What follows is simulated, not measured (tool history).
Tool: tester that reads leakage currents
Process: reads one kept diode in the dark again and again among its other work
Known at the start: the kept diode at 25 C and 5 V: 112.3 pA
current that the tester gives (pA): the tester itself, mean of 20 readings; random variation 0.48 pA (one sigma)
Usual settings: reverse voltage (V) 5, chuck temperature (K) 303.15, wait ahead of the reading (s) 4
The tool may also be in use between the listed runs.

| run | hour | reverse voltage (V) | chuck temperature (K) | wait ahead of the reading (s) | current that the tester gives (pA) |
|---|---|---|---|---|---|
| 1 | 0 | 5 | 303.15 | 4 | 180.97 |
| 2 | 30.5 | 5 | 303.15 | 4 | 182.33 |
| 3 | 62.2 | 5 | 303.15 | 4 | 180.72 |
| 4 | 95.4 | 5 | 303.15 | 4 | 181.31 |
| 5 | 122.7 | 14.5 | 303.15 | 4 | 317.93 |
| 6 | 143.4 | 14.5 | 303.15 | 4 | 316.78 |
| 7 | 168.8 | 10.61 | 303.15 | 4 | 269.34 |
| 8 | 199.3 | 10.61 | 303.15 | 4 | 266.93 |
| 9 | 218.8 | 5.08 | 303.15 | 4 | 182.44 |
| 10 | 251.3 | 5.08 | 303.15 | 4 | 183.23 |
| 11 | 280.7 | 5 | 303.15 | 0.63 | 183.47 |
| 12 | 311 | 5 | 304.15 | 4 | 198.16 |
| 13 | 348.4 | 5 | 303.15 | 4 | 180.5 |
| 14 | 364.7 | 5 | 303.15 | 4 | 181.11 |
| 15 | 390 | 5 | 303.15 | 4 | 180.89 |
| 16 | 405.6 | 5 | 303.15 | 4 | 181 |
| 17 | 426.9 | 6.2 | 303.15 | 4 | 202.78 |
| 18 | 456.4 | 6.2 | 303.15 | 4 | 201.64 |
| 19 | 492.6 | 5 | 303.15 | 1.18 | 182.34 |
| 20 | 518.1 | 5 | 303.15 | 4.97 | 180.27 |
| 21 | 537.5 | 5 | 303.15 | 4.97 | 180.48 |
| 22 | 562.9 | 5 | 305.15 | 1.14 | 216.39 |
| 23 | 600.2 | 17.04 | 314.15 | 4 | 896.01 |
| 24 | 637.2 | 17.04 | 314.15 | 1.07 | 902.82 |
| 25 | 663 | 17.04 | 314.15 | 1.07 | 899.96 |
| 26 | 695.8 | 17.04 | 314.15 | 1.07 | 898.17 |
| 27 | 729.8 | 1.84 | 301.15 | 1.1 | 89.6 |

Forecast run 28:
| 28 | 761.4 | 1.84 | 322.15 | 1.36 | ? |

Run 28 gave current that the tester gives (pA) 555.38.
Without the tool's hidden state the same run would have given current that the tester gives (pA) 568.52.

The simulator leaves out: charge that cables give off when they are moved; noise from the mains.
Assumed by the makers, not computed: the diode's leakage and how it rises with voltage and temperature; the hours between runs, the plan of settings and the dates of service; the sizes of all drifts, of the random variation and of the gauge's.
